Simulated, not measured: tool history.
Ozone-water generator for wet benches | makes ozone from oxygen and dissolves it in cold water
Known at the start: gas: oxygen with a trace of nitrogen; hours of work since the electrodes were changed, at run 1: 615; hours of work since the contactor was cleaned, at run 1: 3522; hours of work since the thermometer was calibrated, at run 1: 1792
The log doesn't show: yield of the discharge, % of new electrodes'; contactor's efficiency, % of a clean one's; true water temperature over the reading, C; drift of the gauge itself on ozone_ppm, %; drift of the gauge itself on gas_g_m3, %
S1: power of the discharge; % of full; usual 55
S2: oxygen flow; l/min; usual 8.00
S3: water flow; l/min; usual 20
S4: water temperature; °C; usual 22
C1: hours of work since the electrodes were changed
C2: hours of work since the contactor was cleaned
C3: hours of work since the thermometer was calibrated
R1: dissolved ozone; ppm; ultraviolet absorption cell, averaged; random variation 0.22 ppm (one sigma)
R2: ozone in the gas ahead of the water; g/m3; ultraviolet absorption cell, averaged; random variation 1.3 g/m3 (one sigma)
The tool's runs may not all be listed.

{"run": 1, "hour": 0.0, "S1": 55, "S2": 8.0, "S3": 20, "S4": 22, "C1": 615, "C2": 3522, "C3": 1792, "R1": 32.4, "R2": 233.3}
{"run": 2, "hour": 75.6, "S1": 55, "S2": 8.0, "S3": 20, "S4": 22, "C1": 661, "C2": 3568, "C3": 1838, "R1": 32.0, "R2": 228.8}
{"run": 3, "hour": 142.3, "S1": 55, "S2": 8.0, "S3": 20, "S4": 22, "C1": 702, "C2": 3609, "C3": 1879, "R1": 31.3, "R2": 230.1}
{"run": 4, "hour": 217.0, "S1": 55, "S2": 8.0, "S3": 18, "S4": 22, "C1": 748, "C2": 3655, "C3": 1924, "R1": 33.6, "R2": 230.9}
{"run": 5, "hour": 272.3, "S1": 55, "S2": 8.0, "S3": 18, "S4": 22, "C1": 782, "C2": 3688, "C3": 1958, "R1": 34.1, "R2": 230.6}
{"run": 6, "hour": 311.1, "S1": 55, "S2": 8.0, "S3": 18, "S4": 27, "C1": 805, "C2": 3712, "C3": 1982, "R1": 30.3, "R2": 231.3}
{"run": 7, "hour": 387.6, "S1": 55, "S2": 8.0, "S3": 18, "S4": 27, "C1": 852, "C2": 3759, "C3": 2029, "R1": 30.5, "R2": 231.4}
{"run": 8, "hour": 468.6, "S1": 55, "S2": 8.0, "S3": 20, "S4": 22, "C1": 902, "C2": 3809, "C3": 2078, "R1": 32.0, "R2": 228.6}
{"run": 9, "hour": 523.9, "S1": 55, "S2": 8.0, "S3": 20, "S4": 22, "C1": 936, "C2": 3842, "C3": 2112, "R1": 32.0, "R2": 228.2}
{"run": 10, "hour": 607.5, "S1": 55, "S2": 8.0, "S3": 20, "S4": 22, "C1": 987, "C2": 3894, "C3": 2163, "R1": 32.4, "R2": 228.8}
{"run": 11, "hour": 678.4, "S1": 57, "S2": 8.0, "S3": 20, "S4": 22, "C1": 1030, "C2": 3937, "C3": 2207, "R1": 32.4, "R2": 237.4}
{"run": 12, "hour": 722.0, "S1": 57, "S2": 8.0, "S3": 20, "S4": 22, "C1": 1057, "C2": 3964, "C3": 2233, "R1": 32.8, "R2": 234.3}
{"run": 13, "hour": 767.7, "S1": 55, "S2": 8.0, "S3": 20, "S4": 22, "C1": 1085, "C2": 3992, "C3": 2261, "R1": 32.0, "R2": 229.5}
{"run": 14, "hour": 827.8, "S1": 48, "S2": 6.02, "S3": 23, "S4": 29, "C1": 1121, "C2": 4028, "C3": 2298, "R1": 24.6, "R2": 244.4}
{"run": 15, "hour": 909.1, "S1": 86, "S2": 5.88, "S3": 20, "S4": 18, "C1": 1171, "C2": 4078, "C3": 2348, "R1": 44.1, "R2": 337.2}
{"run": 16, "hour": 987.9, "S1": 86, "S2": 5.88, "S3": 20, "S4": 18, "C1": 1219, "C2": 4126, "C3": 2396, "R1": 43.1, "R2": 339.8}
{"run": 17, "hour": 1066.3, "S1": 86, "S2": 6.62, "S3": 20, "S4": 27, "C1": 1267, "C2": 4174, "C3": 2444, "R1": 37.5, "R2": 321.3}
{"run": 18, "hour": 1150.0, "S1": 86, "S2": 6.62, "S3": 20, "S4": 27, "C1": 1319, "C2": 4225, "C3": 2495, "R1": 37.4, "R2": 323.5}
{"run": 19, "hour": 1227.2, "S1": 84, "S2": 13.9, "S3": 19, "S4": 24, "C1": 1366, "C2": 4273, "C3": 2542, "R1": 37.0, "R2": 223.0}
{"run": 20, "hour": 1267.1, "S1": 84, "S2": 7.32, "S3": 19, "S4": 16, "C1": 1390, "C2": 4297, "C3": 2567, "R1": 46.3, "R2": 305.1}
{"run": 21, "hour": 1352.6, "S1": 84, "S2": 7.32, "S3": 19, "S4": 16, "C1": 1443, "C2": 4349, "C3": 2619, "R1": 46.5, "R2": 300.8}
{"run": 22, "hour": 1413.6, "S1": 84, "S2": 7.32, "S3": 20, "S4": 22, "C1": 1480, "C2": 4387, "C3": 2656, "R1": 40.0, "R2": 303.3}
{"run": 23, "hour": 1462.7, "S1": 55, "S2": 8.0, "S3": 18, "S4": 19, "C1": 1510, "C2": 4417, "C3": 2686, "R1": 35.9, "R2": 230.9}

Run 24 comes next. What will it give?
{"run": 24, "hour": 1540.2, "S1": 87, "S2": 8.0, "S3": 31, "S4": 22, "C1": 1557, "C2": 4464, "C3": 2734, "R1": "?", "R2": "?"}

R1: 31.6 ppm
R2: 295.7 g/m3
Without the tool's hidden state the same run would have given R1 31.6 ppm, R2 295.8 g/m3.
